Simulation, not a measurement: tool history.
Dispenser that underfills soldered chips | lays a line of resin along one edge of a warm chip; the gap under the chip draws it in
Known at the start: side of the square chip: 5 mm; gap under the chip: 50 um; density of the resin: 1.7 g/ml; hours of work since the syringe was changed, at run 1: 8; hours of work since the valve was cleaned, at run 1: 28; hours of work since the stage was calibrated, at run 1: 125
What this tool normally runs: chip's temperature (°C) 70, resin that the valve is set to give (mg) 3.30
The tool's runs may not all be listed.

| run | hour | chip's temperature (°C) | resin that the valve is set to give (mg) | hours of work since the syringe was changed | hours of work since the valve was cleaned | hours of work since the stage was calibrated | time until the resin shows at the far edge (s) | resin that the valve gave (mg) |
|---|---|---|---|---|---|---|---|---|
| 1 | 0.0 | 70 | 3.30 | 8 | 28 | 125 | 32.7 | 3.21 |
| 2 | 3.0 | 77 | 3.30 | 10 | 30 | 127 | 28.7 | 3.26 |
|  | 6.1 | new syringe of resin |
| 3 | 10.7 | 70 | 3.29 | 3 | 35 | 132 | 27.5 | 3.25 |
| 4 | 15.8 | 71 | 3.30 | 6 | 38 | 135 | 30.7 | 3.19 |
| 5 | 19.8 | 70 | 3.30 | 9 | 41 | 138 | 33.7 | 3.21 |
| 6 | 23.0 | 70 | 3.30 | 11 | 43 | 140 | 36.8 | 3.19 |
|  | 25.1 | new syringe of resin |
| 7 | 26.9 | 70 | 3.30 | 1 | 45 | 142 | 26.3 | 3.26 |
| 8 | 32.6 | 70 | 2.84 | 5 | 49 | 146 | 31.0 | 2.78 |
| 9 | 39.8 | 70 | 2.84 | 9 | 54 | 150 | 37.4 | 2.74 |
|  | 44.1 | new syringe of resin |
| 10 | 46.9 | 70 | 2.84 | 2 | 58 | 155 | 28.0 | 2.78 |
| 11 | 53.4 | 70 | 2.84 | 6 | 62 | 159 | 32.3 | 2.73 |
| 12 | 57.4 | 55 | 2.97 | 8 | 65 | 161 | 54.5 | 2.82 |
|  | 63.0 | new syringe of resin |
| 13 | 64.1 | 55 | 3.84 | 1 | 69 | 165 | 39.9 | 3.71 |
| 14 | 67.6 | 70 | 3.29 | 3 | 71 | 168 | 28.5 | 3.13 |

Alternative continuations, all from the tool just after run 14; predict every row:
| A | 73.2 | 74 | 3.77 | 7 | 74 | 171 | ? | ? |
| B | 73.2 | 70 | 4.05 | 7 | 74 | 171 | ? | ? |
| C | 73.2 | 70 | 3.24 | 7 | 74 | 171 | ? | ? |
| D | 73.2 | 57 | 4.28 | 7 | 74 | 171 | ? | ? |

| run | time until the resin shows at the far edge (s) | resin that the valve gave (mg) |
|---|---|---|
| A | 27.5 | 3.57 |
| B | 30.7 | 3.86 |
| C | 31.1 | 3.09 |
| D | 45.8 | 4.09 |
With the hidden condition removed and each run's random variation left untouched, the same runs would have given:
| run | time until the resin shows at the far edge (s) | resin that the valve gave (mg) |
|---|---|---|
| A | 22.5 | 3.74 |
| B | 25.2 | 4.04 |
| C | 25.3 | 3.24 |
| D | 37.7 | 4.28 |
